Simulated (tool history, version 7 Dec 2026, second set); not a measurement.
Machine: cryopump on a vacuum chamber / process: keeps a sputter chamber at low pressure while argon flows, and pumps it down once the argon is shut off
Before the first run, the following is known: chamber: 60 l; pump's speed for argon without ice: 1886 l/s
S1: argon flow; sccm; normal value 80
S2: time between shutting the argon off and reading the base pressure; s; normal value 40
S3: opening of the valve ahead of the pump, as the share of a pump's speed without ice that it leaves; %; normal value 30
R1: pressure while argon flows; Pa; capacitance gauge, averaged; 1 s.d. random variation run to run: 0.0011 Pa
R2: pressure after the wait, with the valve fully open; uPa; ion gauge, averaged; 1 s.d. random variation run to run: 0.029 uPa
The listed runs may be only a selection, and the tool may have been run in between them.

| run | hour | S1 | S2 | S3 | R1 | R2 |
|---|---|---|---|---|---|---|
| 1 | 0 | 80 | 40 | 30 | 0.2422 | 1.75 |
| 2 | 17.5 | 80 | 40 | 30 | 0.2415 | 1.75 |
| 3 | 39.2 | 80 | 40 | 30 | 0.2426 | 1.76 |
| 4 | 61.2 | 80 | 40 | 30 | 0.2431 | 1.79 |
| 5 | 85.4 | 80 | 109 | 30 | 0.2437 | 1 |
| 6 | 114.5 | 80 | 68 | 30 | 0.2436 | 1.23 |
| 7 | 144.9 | 80 | 68 | 30 | 0.2428 | 1.31 |
| 8 | 160.1 | 80 | 68 | 30 | 0.2446 | 1.3 |
| 9 | 189.2 | 80 | 68 | 30 | 0.2447 | 1.26 |
| 10 | 206.1 | 41 | 40 | 27 | 0.1385 | 1.76 |
| 11 | 229.8 | 41 | 40 | 27 | 0.1395 | 1.82 |
| 12 | 253.9 | 52 | 23 | 23 | 0.2097 | 2.8 |
| 13 | 276.3 | 43 | 96 | 26 | 0.1529 | 1.1 |
| 14 | 298 | 43 | 96 | 37 | 0.1081 | 1.11 |
| 15 | 323 | 43 | 199 | 21 | 0.1895 | 0.84 |
| 16 | 344.7 | 43 | 229 | 30 | 0.1338 | 0.88 |
| 17 | 372.4 | 43 | 229 | 30 | 0.1351 | 0.84 |
| 18 | 391.9 | 116 | 30 | 30 | 0.3623 | 2.26 |

For some of the steps in R1 from one run to the next: how much would appear even if the tool had no hidden state, given the settings, what came in and random variation, and how much remains for the hidden state plus any gauge scatter that the measured result and the result without hidden state don't share?
The hidden state here: pump's speed, % of a pump's without ice; cold plate's temperature, K; leak into the chamber, uPa l/s; drift of the gauge itself on working_pa, %; drift of the gauge itself on base_upa, %.
Run 17 -> 18: S1 43 -> 116, S2 229 -> 30. R1 +0.2272 Pa: hidden state +0.0109, all else +0.2163.
